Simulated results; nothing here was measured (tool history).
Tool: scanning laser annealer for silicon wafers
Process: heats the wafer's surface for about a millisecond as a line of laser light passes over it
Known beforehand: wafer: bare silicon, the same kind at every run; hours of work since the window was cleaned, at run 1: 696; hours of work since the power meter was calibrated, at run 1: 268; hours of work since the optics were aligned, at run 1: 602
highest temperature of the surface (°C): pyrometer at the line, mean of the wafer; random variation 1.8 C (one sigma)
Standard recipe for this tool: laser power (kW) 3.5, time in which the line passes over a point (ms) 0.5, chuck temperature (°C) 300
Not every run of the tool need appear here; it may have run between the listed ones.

| run | day | laser power (kW) | time in which the line passes over a point (ms) | chuck temperature (°C) | hours of work since the window was cleaned | hours of work since the power meter was calibrated | hours of work since the optics were aligned | highest temperature of the surface (°C) |
|---|---|---|---|---|---|---|---|---|
| 1 | 0 | 3.5 | 0.5 | 300 | 696 | 268 | 602 | 991 |
| 2 | 1.1 | 3.5 | 0.5 | 300 | 716 | 288 | 622 | 986 |
| 3 | 2.396 | 3.19 | 0.5 | 300 | 741 | 313 | 647 | 920 |
| 4 | 3.275 | 3.19 | 0.5 | 300 | 757 | 329 | 663 | 922 |
| 5 | 4.271 | 3.5 | 0.458 | 300 | 776 | 348 | 682 | 958 |
| 6 | 5.829 | 3.5 | 0.458 | 300 | 805 | 377 | 711 | 957 |
| 7 | 6.6 | 3.5 | 0.458 | 300 | 819 | 391 | 725 | 955 |
|  | 7.375 | window over the wafer cleaned |
| 8 | 8.404 | 3.412 | 0.5 | 300 | 19 | 423 | 757 | 980 |
| 9 | 9.462 | 3.412 | 0.5 | 300 | 39 | 443 | 777 | 979 |
| 10 | 10.738 | 3.412 | 0.5 | 300 | 63 | 467 | 801 | 980 |
| 11 | 11.917 | 3.412 | 0.5 | 300 | 85 | 489 | 823 | 978 |
| 12 | 12.625 | 3.5 | 0.5 | 261 | 98 | 502 | 836 | 957 |
| 13 | 14.138 | 3.5 | 0.5 | 300 | 126 | 531 | 865 | 997 |
| 14 | 15.042 | 3.5 | 0.5 | 280 | 143 | 547 | 881 | 974 |
| 15 | 15.975 | 3.5 | 0.5 | 280 | 161 | 565 | 899 | 974 |
| 16 | 17.25 | 3.5 | 0.5 | 280 | 185 | 589 | 923 | 975 |
| 17 | 18.475 | 3.5 | 0.5 | 280 | 208 | 612 | 946 | 973 |
| 18 | 19.221 | 3.5 | 0.5 | 280 | 221 | 626 | 960 | 973 |
| 19 | 20.633 | 3.767 | 0.5 | 300 | 248 | 652 | 986 | 1050 |
| 20 | 22.125 | 3.5 | 0.56 | 300 | 276 | 680 | 1014 | 1033 |
|  | 22.829 | optics aligned, line set to its width |
| 21 | 23.108 | 3.5 | 0.392 | 311 | 290 | 694 | 5 | 935 |
| 22 | 24.792 | 3.5 | 0.392 | 311 | 322 | 726 | 37 | 936 |
| 23 | 26.229 | 3.099 | 0.361 | 300 | 349 | 753 | 64 | 823 |
| 24 | 27.508 | 3.5 | 0.5 | 311 | 373 | 777 | 88 | 1018 |
| 25 | 29.017 | 3.274 | 0.5 | 300 | 401 | 805 | 116 | 956 |
| 26 | 30.05 | 3.274 | 0.5 | 300 | 420 | 824 | 135 | 953 |
| 27 | 30.979 | 3.274 | 0.5 | 300 | 437 | 842 | 152 | 957 |
| 28 | 32.042 | 3.274 | 0.5 | 300 | 457 | 861 | 172 | 954 |
| 29 | 33.588 | 3.274 | 0.5 | 292 | 486 | 890 | 201 | 947 |
| 30 | 34.283 | 3.6 | 0.431 | 317 | 499 | 903 | 214 | 990 |
| 31 | 35.229 | 3.567 | 0.539 | 300 | 517 | 921 | 232 | 1046 |
| 32 | 36.017 | 3.567 | 0.539 | 300 | 532 | 936 | 247 | 1046 |
| 33 | 37.25 | 3.5 | 0.618 | 289 | 555 | 959 | 270 | 1075 |
| 34 | 38.521 | 3.5 | 0.618 | 301 | 578 | 983 | 293 | 1085 |

5 ways to go on from here, each from the tool as it stands after run 34. What would each give?
| A | 39.467 | 3.178 | 0.5 | 267 | 596 | 1000 | 311 | ? |
| B | 39.467 | 3.76 | 0.552 | 286 | 596 | 1000 | 311 | ? |
| C | 39.467 | 3.481 | 0.604 | 311 | 596 | 1000 | 311 | ? |
| D | 39.467 | 3.145 | 0.457 | 310 | 596 | 1000 | 311 | ? |
| E | 39.467 | 3.042 | 0.474 | 311 | 596 | 1000 | 311 | ? |

| run | highest temperature of the surface (°C) |
|---|---|
| A | 895 |
| B | 1088 |
| C | 1079 |
| D | 900 |
| E | 893 |
What these runs would have given with no unlogged condition in the tool:
| run | highest temperature of the surface (°C) |
|---|---|
| A | 907 |
| B | 1103 |
| C | 1093 |
| D | 912 |
| E | 904 |
